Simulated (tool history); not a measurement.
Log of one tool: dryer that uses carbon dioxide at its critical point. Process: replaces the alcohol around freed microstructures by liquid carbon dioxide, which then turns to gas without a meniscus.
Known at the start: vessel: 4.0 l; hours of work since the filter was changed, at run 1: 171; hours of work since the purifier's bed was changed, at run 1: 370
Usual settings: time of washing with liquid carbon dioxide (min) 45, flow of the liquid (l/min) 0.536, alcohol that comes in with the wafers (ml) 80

| run | hour | time of washing with liquid carbon dioxide (min) | flow of the liquid (l/min) | alcohol that comes in with the wafers (ml) | hours of work since the filter was changed | hours of work since the purifier's bed was changed | alcohol left in the vessel before it's heated (ppm by volume) |
|---|---|---|---|---|---|---|---|
| 1 | 0.0 | 45 | 0.536 | 80 | 171 | 370 | 312 |
| 2 | 16.5 | 45 | 0.536 | 80 | 176 | 375 | 324 |
| 3 | 44.5 | 45 | 0.536 | 80 | 186 | 385 | 328 |
| 4 | 62.2 | 45 | 0.754 | 80 | 192 | 391 | 112 |
| 5 | 83.6 | 45 | 0.754 | 80 | 199 | 398 | 127 |
| 6 | 100.6 | 45 | 0.754 | 80 | 205 | 404 | 118 |
| 7 | 121.2 | 36 | 0.359 | 25 | 212 | 411 | 668 |
| 8 | 139.1 | 36 | 0.359 | 25 | 218 | 417 | 676 |
| 9 | 166.2 | 36 | 0.359 | 25 | 227 | 426 | 703 |
| 10 | 194.7 | 38 | 0.359 | 33 | 237 | 436 | 820 |
| 11 | 217.0 | 45 | 0.517 | 80 | 245 | 443 | 396 |
| 12 | 239.6 | 45 | 0.517 | 80 | 252 | 451 | 408 |

Forecast each of these 3 alternatives for the next run:
| A | 268.4 | 45 | 0.536 | 32 | 262 | 461 | ? |
| B | 268.4 | 68 | 0.322 | 59 | 262 | 461 | ? |
| C | 268.4 | 42 | 0.550 | 22 | 262 | 461 | ? |

| run | alcohol left in the vessel before it's heated (ppm by volume) |
|---|---|
| A | 208 |
| B | 394 |
| C | 184 |
Without the tool's hidden state the same runs would have given:
| run | alcohol left in the vessel before it's heated (ppm by volume) |
|---|---|
| A | 92 |
| B | 228 |
| C | 75 |
